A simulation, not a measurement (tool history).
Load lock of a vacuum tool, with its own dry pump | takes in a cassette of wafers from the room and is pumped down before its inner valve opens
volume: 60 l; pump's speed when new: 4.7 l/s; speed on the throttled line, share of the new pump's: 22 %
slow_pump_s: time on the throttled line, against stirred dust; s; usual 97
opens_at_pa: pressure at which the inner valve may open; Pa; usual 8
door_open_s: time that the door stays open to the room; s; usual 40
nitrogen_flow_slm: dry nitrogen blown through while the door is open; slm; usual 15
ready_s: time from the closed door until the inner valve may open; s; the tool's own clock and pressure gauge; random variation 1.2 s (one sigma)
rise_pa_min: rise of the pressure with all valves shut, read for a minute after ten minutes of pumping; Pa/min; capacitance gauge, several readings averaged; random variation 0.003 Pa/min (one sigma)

| run | hour | slow_pump_s | opens_at_pa | door_open_s | nitrogen_flow_slm | incoming humidity of the room's air, % | ready_s | rise_pa_min |
|---|---|---|---|---|---|---|---|---|
| 1 | 0 | 97 | 8 | 40 | 15 | 44.7 | 198.6 | 0.093 |
| 2 | 128.8 | 97 | 8 | 40 | 15 | 47.3 | 198.6 | 0.099 |
| 3 | 276 | 97 | 8 | 40 | 15 | 45.8 | 200.1 | 0.102 |
| 4 | 354.6 | 97 | 8 | 40 | 15 | 43.8 | 199 | 0.1 |
| 5 | 473.9 | 97 | 8 | 47 | 15 | 44.8 | 201.5 | 0.105 |
| 6 | 616.8 | 97 | 8 | 47 | 15 | 41.5 | 200.4 | 0.105 |
| 7 | 741 | 97 | 8 | 47 | 15 | 43.7 | 197.1 | 0.107 |
| 8 | 819.3 | 112 | 9 | 47 | 15 | 43.8 | 208.9 | 0.111 |
| 9 | 963.8 | 120 | 8 | 79 | 15 | 47.6 | 216.3 | 0.127 |
| 10 | 1050.5 | 120 | 8 | 79 | 15 | 41.8 | 219.5 | 0.129 |
| 11 | 1206.6 | 120 | 8 | 79 | 15 | 43.6 | 218.8 | 0.133 |

5 ways to go on from here, each from the tool as it stands after run 11. What would each give?
| A | 1305 | 97 | 12 | 87 | 5 | 47.9 | ? | ? |
| B | 1305 | 120 | 8 | 79 | 22 | 45.5 | ? | ? |
| C | 1305 | 136 | 14 | 114 | 15 | 43.7 | ? | ? |
| D | 1305 | 97 | 8 | 63 | 15 | 43.6 | ? | ? |
| E | 1305 | 100 | 14 | 92 | 15 | 48.9 | ? | ? |

| run | ready_s | rise_pa_min |
|---|---|---|
| A | 195.9 | 0.154 |
| B | 220.4 | 0.13 |
| C | 224.6 | 0.14 |
| D | 201.6 | 0.132 |
| E | 195.4 | 0.142 |
Without the tool's hidden state the same runs would have given:
| run | ready_s | rise_pa_min |
|---|---|---|
| A | 193.1 | 0.065 |
| B | 217.3 | 0.042 |
| C | 222.1 | 0.05 |
| D | 198.3 | 0.041 |
| E | 192.7 | 0.05 |
